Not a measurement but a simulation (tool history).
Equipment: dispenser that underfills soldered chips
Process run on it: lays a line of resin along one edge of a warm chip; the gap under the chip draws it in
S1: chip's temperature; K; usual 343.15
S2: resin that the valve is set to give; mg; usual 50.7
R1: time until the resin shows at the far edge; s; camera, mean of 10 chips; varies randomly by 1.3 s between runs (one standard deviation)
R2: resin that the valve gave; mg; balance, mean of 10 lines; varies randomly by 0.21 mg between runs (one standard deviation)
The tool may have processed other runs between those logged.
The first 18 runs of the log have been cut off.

-- hour=98.4 new syringe of resin
run 19 hour=99.7 | S1=333.15 S2=58.0 | R1=205.8 R2=56.36
run 20 hour=104.2 | S1=343.15 S2=60.1 | R1=184.5 R2=57.61
-- hour=105.6 new syringe of resin
run 21 hour=111.5 | S1=343.15 S2=63.8 | R1=191.2 R2=61.12
-- hour=113.0 new syringe of resin
run 22 hour=119.2 | S1=343.15 S2=50.7 | R1=198.0 R2=48.66
-- hour=120.4 new syringe of resin
run 23 hour=126.7 | S1=349.15 S2=50.7 | R1=159.7 R2=47.94
-- hour=127.6 new syringe of resin
run 24 hour=131.7 | S1=349.15 S2=50.7 | R1=139.1 R2=47.95
-- hour=135.0 new syringe of resin
run 25 hour=135.6 | S1=356.15 S2=50.7 | R1=88.8 R2=47.90
run 26 hour=141.1 | S1=356.15 S2=50.7 | R1=123.2 R2=47.31
-- hour=142.4 new syringe of resin
run 27 hour=148.1 | S1=356.15 S2=50.7 | R1=121.5 R2=47.84
-- hour=150.0 new syringe of resin
run 28 hour=153.1 | S1=347.15 S2=51.8 | R1=144.9 R2=48.37
-- hour=157.5 new syringe of resin
run 29 hour=158.3 | S1=355.15 S2=59.6 | R1=87.7 R2=55.49
-- hour=164.8 new syringe of resin
run 30 hour=164.9 | S1=355.15 S2=59.6 | R1=84.2 R2=55.27
run 31 hour=169.2 | S1=356.15 S2=62.0 | R1=106.5 R2=56.87
-- hour=172.5 new syringe of resin
run 32 hour=173.8 | S1=343.15 S2=47.1 | R1=148.4 R2=43.46
run 33 hour=179.3 | S1=329.15 S2=58.8 | R1=347.1 R2=53.91
-- hour=180.0 new syringe of resin
run 34 hour=185.0 | S1=330.15 S2=50.5 | R1=310.2 R2=46.49

Consider 4 possible next runs. They are alternatives, not a sequence: every one starts from the tool as it was left by run 34. What does each give?
-- hour=187.3 new syringe of resin
run A hour=189.0 | S1=353.15 S2=49.2 | R1=? R2=?
-- hour=187.3 new syringe of resin
run B hour=189.0 | S1=348.15 S2=54.9 | R1=? R2=?
-- hour=187.3 new syringe of resin
run C hour=189.0 | S1=341.15 S2=50.5 | R1=? R2=?
-- hour=187.3 new syringe of resin
run D hour=189.0 | S1=355.15 S2=50.7 | R1=? R2=?

run=A R1=108.1 R2=44.97
run=B R1=125.5 R2=50.28
run=C R1=162.6 R2=46.33
run=D R1=100.1 R2=46.03
With the hidden condition removed and each run's random variation left untouched, the same runs would have given:
run=A R1=86.7 R2=49.22
run=B R1=101.3 R2=55.03
run=C R1=129.9 R2=50.70
run=D R1=80.6 R2=50.38
